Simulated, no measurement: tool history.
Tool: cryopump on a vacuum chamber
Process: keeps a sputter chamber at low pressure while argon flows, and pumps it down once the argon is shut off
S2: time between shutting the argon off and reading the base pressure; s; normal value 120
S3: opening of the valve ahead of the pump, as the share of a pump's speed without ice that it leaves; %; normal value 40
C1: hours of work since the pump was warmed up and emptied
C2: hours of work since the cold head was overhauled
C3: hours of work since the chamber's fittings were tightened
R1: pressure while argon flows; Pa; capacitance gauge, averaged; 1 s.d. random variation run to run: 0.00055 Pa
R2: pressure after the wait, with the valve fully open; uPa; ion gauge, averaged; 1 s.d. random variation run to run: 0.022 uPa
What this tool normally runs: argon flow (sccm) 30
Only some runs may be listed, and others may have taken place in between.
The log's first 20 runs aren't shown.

run 21 hour=368.9 | argon_flow_(sccm)=46 S2=74 S3=40 | C1=588 C2=588 C3=541 | R1=0.0924 R2=1.16
run 22 hour=390.7 | argon_flow_(sccm)=33 S2=63 S3=22 | C1=607 C2=607 C3=561 | R1=0.1164 R2=1.31
run 23 hour=401.0 | argon_flow_(sccm)=33 S2=63 S3=22 | C1=617 C2=617 C3=570 | R1=0.1147 R2=1.32
run 24 hour=424.6 | argon_flow_(sccm)=33 S2=63 S3=22 | C1=638 C2=638 C3=591 | R1=0.1174 R2=1.30
run 25 hour=445.4 | argon_flow_(sccm)=33 S2=63 S3=22 | C1=656 C2=656 C3=610 | R1=0.1174 R2=1.34
run 26 hour=463.7 | argon_flow_(sccm)=41 S2=61 S3=26 | C1=673 C2=673 C3=627 | R1=0.1248 R2=1.29
run 27 hour=479.7 | argon_flow_(sccm)=57 S2=110 S3=21 | C1=687 C2=687 C3=641 | R1=0.2122 R2=1.02
run 28 hour=497.7 | argon_flow_(sccm)=45 S2=174 S3=30 | C1=703 C2=703 C3=657 | R1=0.1203 R2=0.86
run 29 hour=518.6 | argon_flow_(sccm)=45 S2=174 S3=30 | C1=722 C2=722 C3=676 | R1=0.1208 R2=0.85
run 30 hour=542.3 | argon_flow_(sccm)=14 S2=112 S3=21 | C1=744 C2=744 C3=697 | R1=0.0522 R2=1.07
run 31 hour=554.6 | argon_flow_(sccm)=14 S2=26 S3=21 | C1=755 C2=755 C3=708 | R1=0.0515 R2=2.53
run 32 hour=573.6 | argon_flow_(sccm)=35 S2=202 S3=44 | C1=772 C2=772 C3=725 | R1=0.0687 R2=0.87
run 33 hour=592.9 | argon_flow_(sccm)=30 S2=163 S3=40 | C1=789 C2=789 C3=743 | R1=0.0646 R2=0.96
run 34 hour=612.0 | argon_flow_(sccm)=16 S2=120 S3=40 | C1=806 C2=806 C3=760 | R1=0.0345 R2=1.16

4 ways to go on from here, each from the tool as it stands after run 34. What would each give?
-- hour=619.1 pump warmed up, emptied and cooled again
run A hour=634.0 | argon_flow_(sccm)=58 S2=49 S3=40 | C1=13 C2=821 C3=775 | R1=? R2=?
-- hour=619.1 pump warmed up, emptied and cooled again
run B hour=634.0 | argon_flow_(sccm)=14 S2=271 S3=26 | C1=13 C2=821 C3=775 | R1=? R2=?
-- hour=619.1 pump warmed up, emptied and cooled again
run C hour=634.0 | argon_flow_(sccm)=16 S2=51 S3=39 | C1=13 C2=821 C3=775 | R1=? R2=?
-- hour=619.1 pump warmed up, emptied and cooled again
run D hour=634.0 | argon_flow_(sccm)=52 S2=232 S3=40 | C1=13 C2=821 C3=775 | R1=? R2=?

run=A R1=0.1063 R2=1.46
run=B R1=0.0385 R2=0.71
run=C R1=0.0301 R2=1.42
run=D R1=0.0955 R2=0.72
Had the tool no hidden state, the same runs would have come out as:
run=A R1=0.1054 R2=1.09
run=B R1=0.0383 R2=0.33
run=C R1=0.0298 R2=1.05
run=D R1=0.0947 R2=0.34
